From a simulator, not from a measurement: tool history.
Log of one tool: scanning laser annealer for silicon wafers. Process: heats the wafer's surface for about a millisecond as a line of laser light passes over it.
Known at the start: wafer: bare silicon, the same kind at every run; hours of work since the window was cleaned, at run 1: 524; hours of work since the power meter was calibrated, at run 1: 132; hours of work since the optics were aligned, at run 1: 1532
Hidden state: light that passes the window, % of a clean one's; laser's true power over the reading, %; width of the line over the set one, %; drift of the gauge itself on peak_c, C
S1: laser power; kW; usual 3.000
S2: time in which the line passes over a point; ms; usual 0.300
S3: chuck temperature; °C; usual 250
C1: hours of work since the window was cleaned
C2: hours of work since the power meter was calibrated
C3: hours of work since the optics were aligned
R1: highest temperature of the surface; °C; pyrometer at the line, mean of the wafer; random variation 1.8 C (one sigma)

run	hour	S1	S2	S3	C1	C2	C3	R1
1	0.0	3.000	0.300	250	524	132	1532	941
2	76.3	3.000	0.300	250	580	188	1588	939
# hour 130.1: window over the wafer cleaned
3	142.1	3.000	0.300	250	9	235	1634	982
4	221.4	2.998	0.300	250	67	293	1692	977
5	273.5	3.029	0.300	250	105	331	1731	979
6	324.6	3.000	0.300	250	142	368	1768	970
7	358.1	3.000	0.300	250	167	393	1792	968
8	417.7	3.000	0.300	250	210	436	1836	962
9	464.6	3.000	0.300	250	245	471	1870	961
# hour 538.6: optics aligned, line set to its width
10	538.6	3.000	0.300	250	295	521	0	954
11	577.1	3.000	0.300	250	324	549	28	951
12	635.8	3.000	0.300	274	367	592	71	973
# hour 694.4: optics aligned, line set to its width, once more
13	700.3	3.000	0.300	250	410	636	4	955
14	744.5	3.000	0.300	250	442	668	37	952
15	816.2	3.268	0.300	250	495	721	89	1022
16	855.8	3.268	0.224	212	524	750	118	888
17	919.4	3.000	0.284	258	570	796	165	937
# hour 982.7: window over the wafer cleaned
18	994.4	3.000	0.284	258	9	850	218	970
19	1071.2	3.000	0.284	258	65	906	274	963
20	1115.2	3.000	0.284	258	97	938	307	960
21	1186.6	3.264	0.217	231	149	990	359	916
22	1230.3	3.264	0.217	231	181	1022	391	918
23	1295.0	2.847	0.255	250	229	1070	438	872
24	1356.6	3.000	0.244	285	274	1115	483	931
25	1399.8	2.715	0.373	285	305	1146	515	974
26	1477.2	3.291	0.218	286	362	1203	572	966
27	1536.1	3.291	0.218	286	405	1246	615	963
28	1598.2	3.291	0.218	286	450	1292	660	962
29	1660.6	3.245	0.328	215	496	1337	706	1009

Forecast each of these 5 alternatives for the next run:
A	1715.6	3.245	0.328	220	536	1378	746	?
B	1715.6	2.840	0.214	286	536	1378	746	?
C	1715.6	2.766	0.312	232	536	1378	746	?
D	1715.6	2.667	0.278	250	536	1378	746	?
E	1715.6	3.245	0.266	267	536	1378	746	?

run	R1
A	1006
B	843
C	869
D	830
E	983
Without the tool's hidden state the same runs would have given:
run	R1
A	1066
B	884
C	917
D	873
E	1037

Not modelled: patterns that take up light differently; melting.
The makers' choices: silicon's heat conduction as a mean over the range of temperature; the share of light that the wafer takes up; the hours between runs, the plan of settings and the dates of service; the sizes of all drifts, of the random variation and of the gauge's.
